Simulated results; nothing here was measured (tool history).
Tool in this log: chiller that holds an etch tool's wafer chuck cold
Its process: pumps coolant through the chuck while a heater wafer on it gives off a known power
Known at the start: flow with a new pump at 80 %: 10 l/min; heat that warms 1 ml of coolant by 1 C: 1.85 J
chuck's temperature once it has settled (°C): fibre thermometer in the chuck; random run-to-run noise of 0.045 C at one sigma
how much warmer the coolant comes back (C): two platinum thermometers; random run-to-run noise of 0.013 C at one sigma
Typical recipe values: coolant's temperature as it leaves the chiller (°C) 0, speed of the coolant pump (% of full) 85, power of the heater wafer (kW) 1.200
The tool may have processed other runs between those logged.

| run | hour | coolant's temperature as it leaves the chiller (°C) | speed of the coolant pump (% of full) | power of the heater wafer (kW) | chuck's temperature once it has settled (°C) | how much warmer the coolant comes back (C) |
|---|---|---|---|---|---|---|
| 1 | 0.0 | 0 | 85 | 1.200 | 8.55 | 3.63 |
| 2 | 20.0 | 0 | 85 | 1.200 | 8.54 | 3.63 |
| 3 | 56.6 | 0 | 85 | 1.200 | 8.46 | 3.62 |
| 4 | 80.2 | 5 | 85 | 1.200 | 13.64 | 3.63 |
| 5 | 110.2 | 0 | 85 | 1.200 | 8.52 | 3.61 |
| 6 | 129.7 | 0 | 85 | 1.200 | 8.62 | 3.64 |
| 7 | 162.9 | 0 | 85 | 1.200 | 8.57 | 3.62 |
| 8 | 188.0 | 0 | 85 | 1.200 | 8.61 | 3.65 |
| 9 | 217.5 | 0 | 85 | 1.200 | 8.56 | 3.63 |

Run 10 is up next; what results do you expect?
| 10 | 242.4 | 0 | 85 | 1.200 | ? | ? |

chuck's temperature once it has settled (°C): 8.57
how much warmer the coolant comes back (C): 3.65
Minus the tool's unlogged condition, the same run would have read chuck's temperature once it has settled (°C) 8.12, how much warmer the coolant comes back (C) 3.65.

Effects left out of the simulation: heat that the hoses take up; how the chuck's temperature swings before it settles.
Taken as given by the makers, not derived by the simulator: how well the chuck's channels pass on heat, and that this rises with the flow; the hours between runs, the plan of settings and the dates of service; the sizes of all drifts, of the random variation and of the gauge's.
